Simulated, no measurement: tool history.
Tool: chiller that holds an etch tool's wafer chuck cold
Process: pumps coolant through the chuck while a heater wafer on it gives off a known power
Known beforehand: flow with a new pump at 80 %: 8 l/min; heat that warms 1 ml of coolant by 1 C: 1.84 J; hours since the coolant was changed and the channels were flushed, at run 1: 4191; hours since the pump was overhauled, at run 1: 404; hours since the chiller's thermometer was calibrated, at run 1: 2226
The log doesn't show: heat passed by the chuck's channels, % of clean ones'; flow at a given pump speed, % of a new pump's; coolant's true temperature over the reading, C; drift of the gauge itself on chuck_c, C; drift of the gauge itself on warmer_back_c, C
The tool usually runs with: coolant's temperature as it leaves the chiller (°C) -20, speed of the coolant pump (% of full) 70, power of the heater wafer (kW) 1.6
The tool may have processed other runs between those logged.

run	hour	coolant's temperature as it leaves the chiller (°C)	speed of the coolant pump (% of full)	power of the heater wafer (kW)	hours since the coolant was changed and the channels were flushed	hours since the pump was overhauled	hours since the chiller's thermometer was calibrated	chuck's temperature once it has settled (°C)	how much warmer the coolant comes back (C)
1	0	-20	70	1.6	4191	404	2226	-5.7	7.54
2	25.6	-20	70	1.6	4216	430	2252	-5.8	7.62
3	52.2	-20	70	1.6	4243	456	2278	-5.7	7.57
4	80.1	-20	70	1.6	4271	484	2306	-5.9	7.63
5	98.4	-20	70	0.989	4289	502	2325	-11.1	4.71
6	127.8	-20	70	0.989	4318	532	2354	-11.5	4.72
7	150.9	-20	70	0.989	4341	555	2377	-11.3	4.67
8	182.1	-21	70	1.6	4373	586	2408	-6.7	7.66
9	209.3	-21	70	1.061	4400	613	2435	-11.5	5.06
10	222.4	-20	70	1.6	4413	626	2448	-5.7	7.65
11	253	-20	70	1.6	4444	657	2479	-5.7	7.64
12	273.1	-20	77	1.848	4464	677	2499	-4.7	7.91
13	302.1	-26	92	1.091	4493	706	2528	-18.2	3.9
14	327.6	-26	74	2.117	4518	732	2554	-7.8	9.6
15	341.6	-26	71	1.988	4532	746	2568	-8.2	9.36
16	373	-27	70	0.889	4564	777	2599	-19	4.31
17	400.7	-27	70	0.889	4591	805	2627	-19.3	4.26
18	427.7	-27	70	0.889	4618	832	2654	-19.3	4.22
19	445.5	-27	70	0.889	4636	849	2672	-19.2	4.26
20	467	-20	61	1.6	4658	871	2693	-4	8.87
21	491.7	-20	61	1.045	4682	896	2718	-9.6	5.81
22	507.9	-18	70	1.045	4698	912	2734	-8.8	5.08

Predict each of these 5 candidate next runs independently; none follows another, all start after run 22:
# hour 528.9: coolant changed, channels flushed
A	539	-18	77	1.673	10	937	2759	?	?
# hour 528.9: coolant changed, channels flushed
B	539	-18	70	0.897	10	937	2759	?	?
# hour 528.9: coolant changed, channels flushed
C	539	-26	86	1.045	10	937	2759	?	?
# hour 528.9: coolant changed, channels flushed
D	539	-23	70	1.045	10	937	2759	?	?
# hour 528.9: coolant changed, channels flushed
E	539	-15	71	1.8	10	937	2759	?	?

run	chuck's temperature once it has settled (°C)	how much warmer the coolant comes back (C)
A	-4.9	7.26
B	-10.7	4.31
C	-18.6	4.04
D	-14.3	5.01
E	0.2	8.52
Had the tool no hidden state, the same runs would have come out as:
run	chuck's temperature once it has settled (°C)	how much warmer the coolant comes back (C)
A	-4.8	7.1
B	-10.5	4.21
C	-18.4	3.95
D	-14.1	4.9
E	0.3	8.33
